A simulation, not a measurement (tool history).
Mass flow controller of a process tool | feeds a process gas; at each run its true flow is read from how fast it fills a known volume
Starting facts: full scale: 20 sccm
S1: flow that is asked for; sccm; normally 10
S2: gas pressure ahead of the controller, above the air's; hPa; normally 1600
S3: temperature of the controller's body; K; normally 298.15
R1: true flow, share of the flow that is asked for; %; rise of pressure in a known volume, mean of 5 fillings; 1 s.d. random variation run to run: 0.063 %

run   hour  S1    S2      S3     R1
  1    0.0  10  1600  298.15  98.59
  2   44.0  10  1600  298.15  98.63
  3  102.5  10  1600  298.15  98.59
  4  140.5  10  1600  298.15  98.70
  5  196.8  10  1600  298.15  98.77
  6  250.7  10  1600  298.15  98.57
  7  288.1  10  1600  297.15  98.80
  8  349.5  10  1600  297.15  98.78
  9  409.8  10  1600  297.15  98.68
 10  456.2   4  1600  302.15  97.32
 11  509.9   3  1600  298.15  97.46
 12  567.0   7  2680  294.15  97.84
 13  607.1   7  2680  294.15  97.82
 14  682.2   7  2680  294.15  97.79
 15  729.0  10  2680  294.15  98.32
 16  776.8   9  2310  294.15  98.31
 17  853.2  16  2260  301.15  99.03

Branching from run 17: 4 alternative next runs. What would each branch give?
  A  901.1  10  1600  296.15   ?
  B  901.1  14  1960  301.15   ?
  C  901.1   3  2270  312.15   ?
  D  901.1  16  1930  298.15   ?

run     R1
  A  98.92
  B  98.87
  C  96.25
  D  99.47
With no hidden state in the tool, these same runs would have given:
run     R1
  A  98.92
  B  98.87
  C  96.26
  D  99.47

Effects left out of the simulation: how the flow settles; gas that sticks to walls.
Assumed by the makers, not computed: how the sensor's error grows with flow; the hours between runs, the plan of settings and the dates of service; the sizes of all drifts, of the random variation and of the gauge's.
